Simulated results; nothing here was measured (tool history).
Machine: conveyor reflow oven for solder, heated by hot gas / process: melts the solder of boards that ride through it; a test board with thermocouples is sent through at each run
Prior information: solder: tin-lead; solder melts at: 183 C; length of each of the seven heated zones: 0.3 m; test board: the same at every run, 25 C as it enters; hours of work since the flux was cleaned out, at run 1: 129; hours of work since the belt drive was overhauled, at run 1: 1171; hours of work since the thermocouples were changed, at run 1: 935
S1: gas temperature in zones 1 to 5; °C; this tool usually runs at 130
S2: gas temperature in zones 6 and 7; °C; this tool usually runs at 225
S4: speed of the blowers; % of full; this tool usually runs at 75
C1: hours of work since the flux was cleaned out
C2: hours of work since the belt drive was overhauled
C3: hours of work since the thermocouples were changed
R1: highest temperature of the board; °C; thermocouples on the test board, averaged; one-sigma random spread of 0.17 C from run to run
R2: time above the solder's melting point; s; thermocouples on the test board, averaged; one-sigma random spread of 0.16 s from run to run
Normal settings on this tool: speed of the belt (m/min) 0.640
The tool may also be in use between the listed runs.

{"run": 1, "hour": 0.0, "S1": 130, "S2": 225, "speed of the belt (m/min)": 0.64, "S4": 75, "C1": 129, "C2": 1171, "C3": 935, "R1": 210.0, "R2": 35.2}
{"hour": 41.6, "done": "thermocouples of zones 6 and 7 changed"}
{"run": 2, "hour": 51.7, "S1": 130, "S2": 225, "speed of the belt (m/min)": 0.64, "S4": 75, "C1": 157, "C2": 1199, "C3": 6, "R1": 206.6, "R2": 32.9}
{"run": 3, "hour": 114.3, "S1": 130, "S2": 225, "speed of the belt (m/min)": 0.64, "S4": 75, "C1": 192, "C2": 1234, "C3": 41, "R1": 206.5, "R2": 32.7}
{"run": 4, "hour": 157.9, "S1": 130, "S2": 225, "speed of the belt (m/min)": 0.64, "S4": 75, "C1": 216, "C2": 1258, "C3": 65, "R1": 206.2, "R2": 32.3}
{"run": 5, "hour": 230.0, "S1": 130, "S2": 225, "speed of the belt (m/min)": 0.64, "S4": 75, "C1": 256, "C2": 1298, "C3": 105, "R1": 205.6, "R2": 32.0}
{"hour": 264.5, "done": "flux residue cleaned out of gas plates and filters"}
{"run": 6, "hour": 275.4, "S1": 130, "S2": 225, "speed of the belt (m/min)": 0.64, "S4": 75, "C1": 6, "C2": 1321, "C3": 128, "R1": 208.5, "R2": 34.8}
{"run": 7, "hour": 324.1, "S1": 130, "S2": 225, "speed of the belt (m/min)": 0.615, "S4": 75, "C1": 33, "C2": 1348, "C3": 155, "R1": 209.5, "R2": 37.2}
{"run": 8, "hour": 395.3, "S1": 130, "S2": 225, "speed of the belt (m/min)": 0.615, "S4": 75, "C1": 73, "C2": 1388, "C3": 195, "R1": 209.1, "R2": 36.9}
{"run": 9, "hour": 466.4, "S1": 130, "S2": 225, "speed of the belt (m/min)": 0.615, "S4": 75, "C1": 113, "C2": 1428, "C3": 235, "R1": 208.8, "R2": 36.9}
{"run": 10, "hour": 512.3, "S1": 130, "S2": 225, "speed of the belt (m/min)": 0.615, "S4": 75, "C1": 139, "C2": 1453, "C3": 260, "R1": 208.8, "R2": 36.5}
{"run": 11, "hour": 579.7, "S1": 130, "S2": 225, "speed of the belt (m/min)": 0.615, "S4": 75, "C1": 176, "C2": 1491, "C3": 298, "R1": 208.6, "R2": 36.2}
{"run": 12, "hour": 644.3, "S1": 131, "S2": 220, "speed of the belt (m/min)": 0.64, "S4": 75, "C1": 212, "C2": 1527, "C3": 334, "R1": 202.9, "R2": 30.1}

Run 13 is up next; what results do you expect?
{"run": 13, "hour": 717.5, "S1": 130, "S2": 225, "speed of the belt (m/min)": 0.714, "S4": 75, "C1": 253, "C2": 1568, "C3": 375, "R1": "?", "R2": "?"}

Run 13 yielded R1 202.7 °C, R2 25.6 s.
With no hidden state in the tool, this same run would have given R1 204.3 °C, R2 27.0 s.
